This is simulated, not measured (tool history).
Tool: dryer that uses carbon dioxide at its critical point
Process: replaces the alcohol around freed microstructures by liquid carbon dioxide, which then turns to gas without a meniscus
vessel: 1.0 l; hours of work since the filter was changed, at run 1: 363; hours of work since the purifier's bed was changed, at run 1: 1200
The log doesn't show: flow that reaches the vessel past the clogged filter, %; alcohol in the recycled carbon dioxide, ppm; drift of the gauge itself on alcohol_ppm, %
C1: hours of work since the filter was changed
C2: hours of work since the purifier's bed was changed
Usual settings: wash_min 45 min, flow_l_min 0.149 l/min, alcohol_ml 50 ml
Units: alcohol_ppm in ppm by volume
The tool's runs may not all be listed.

{"run": 1, "hour": 0.0, "wash_min": 45, "flow_l_min": 0.149, "alcohol_ml": 50, "C1": 363, "C2": 1200, "alcohol_ppm": 878}
{"hour": 28.2, "done": "purifier's bed changed"}
{"run": 2, "hour": 58.4, "wash_min": 45, "flow_l_min": 0.149, "alcohol_ml": 50, "C1": 401, "C2": 21, "alcohol_ppm": 654}
{"run": 3, "hour": 114.1, "wash_min": 45, "flow_l_min": 0.149, "alcohol_ml": 50, "C1": 440, "C2": 60, "alcohol_ppm": 686}
{"hour": 159.6, "done": "inlet filter changed"}
{"run": 4, "hour": 159.6, "wash_min": 45, "flow_l_min": 0.149, "alcohol_ml": 50, "C1": 0, "C2": 91, "alcohol_ppm": 465}
{"run": 5, "hour": 203.6, "wash_min": 45, "flow_l_min": 0.149, "alcohol_ml": 50, "C1": 31, "C2": 121, "alcohol_ppm": 486}
{"run": 6, "hour": 254.3, "wash_min": 45, "flow_l_min": 0.149, "alcohol_ml": 50, "C1": 66, "C2": 157, "alcohol_ppm": 510}
{"run": 7, "hour": 290.6, "wash_min": 46, "flow_l_min": 0.149, "alcohol_ml": 50, "C1": 91, "C2": 182, "alcohol_ppm": 466}
{"run": 8, "hour": 321.3, "wash_min": 70, "flow_l_min": 0.149, "alcohol_ml": 50, "C1": 113, "C2": 203, "alcohol_ppm": 86}
{"run": 9, "hour": 377.6, "wash_min": 70, "flow_l_min": 0.149, "alcohol_ml": 50, "C1": 152, "C2": 243, "alcohol_ppm": 90}
{"run": 10, "hour": 442.2, "wash_min": 45, "flow_l_min": 0.167, "alcohol_ml": 50, "C1": 197, "C2": 288, "alcohol_ppm": 347}
{"run": 11, "hour": 503.3, "wash_min": 50, "flow_l_min": 0.25, "alcohol_ml": 105, "C1": 239, "C2": 330, "alcohol_ppm": 97}
{"run": 12, "hour": 542.4, "wash_min": 44, "flow_l_min": 0.25, "alcohol_ml": 21, "C1": 267, "C2": 357, "alcohol_ppm": 88}
{"run": 13, "hour": 588.5, "wash_min": 44, "flow_l_min": 0.25, "alcohol_ml": 21, "C1": 299, "C2": 389, "alcohol_ppm": 93}
{"run": 14, "hour": 621.5, "wash_min": 44, "flow_l_min": 0.143, "alcohol_ml": 21, "C1": 322, "C2": 412, "alcohol_ppm": 412}
{"run": 15, "hour": 689.1, "wash_min": 59, "flow_l_min": 0.149, "alcohol_ml": 27, "C1": 369, "C2": 460, "alcohol_ppm": 182}
{"run": 16, "hour": 739.2, "wash_min": 59, "flow_l_min": 0.149, "alcohol_ml": 101, "C1": 404, "C2": 494, "alcohol_ppm": 424}
{"run": 17, "hour": 780.9, "wash_min": 28, "flow_l_min": 0.146, "alcohol_ml": 90, "C1": 433, "C2": 523, "alcohol_ppm": 6477}
{"run": 18, "hour": 818.5, "wash_min": 28, "flow_l_min": 0.146, "alcohol_ml": 90, "C1": 459, "C2": 550, "alcohol_ppm": 6491}
{"hour": 837.0, "done": "inlet filter changed"}
{"run": 19, "hour": 857.8, "wash_min": 46, "flow_l_min": 0.149, "alcohol_ml": 50, "C1": 14, "C2": 576, "alcohol_ppm": 531}
{"run": 20, "hour": 888.2, "wash_min": 29, "flow_l_min": 0.11, "alcohol_ml": 29, "C1": 36, "C2": 597, "alcohol_ppm": 3462}

Forecast each of these 3 alternatives for the next run:
{"run": "A", "hour": 944.3, "wash_min": 35, "flow_l_min": 0.173, "alcohol_ml": 104, "C1": 75, "C2": 637, "alcohol_ppm": "?"}
{"run": "B", "hour": 944.3, "wash_min": 30, "flow_l_min": 0.17, "alcohol_ml": 58, "C1": 75, "C2": 637, "alcohol_ppm": "?"}
{"run": "C", "hour": 944.3, "wash_min": 59, "flow_l_min": 0.149, "alcohol_ml": 50, "C1": 75, "C2": 637, "alcohol_ppm": "?"}

run=A alcohol_ppm=1610
run=B alcohol_ppm=1787
run=C alcohol_ppm=247
Without the tool's hidden state the same runs would have given:
run=A alcohol_ppm=1367
run=B alcohol_ppm=1550
run=C alcohol_ppm=110
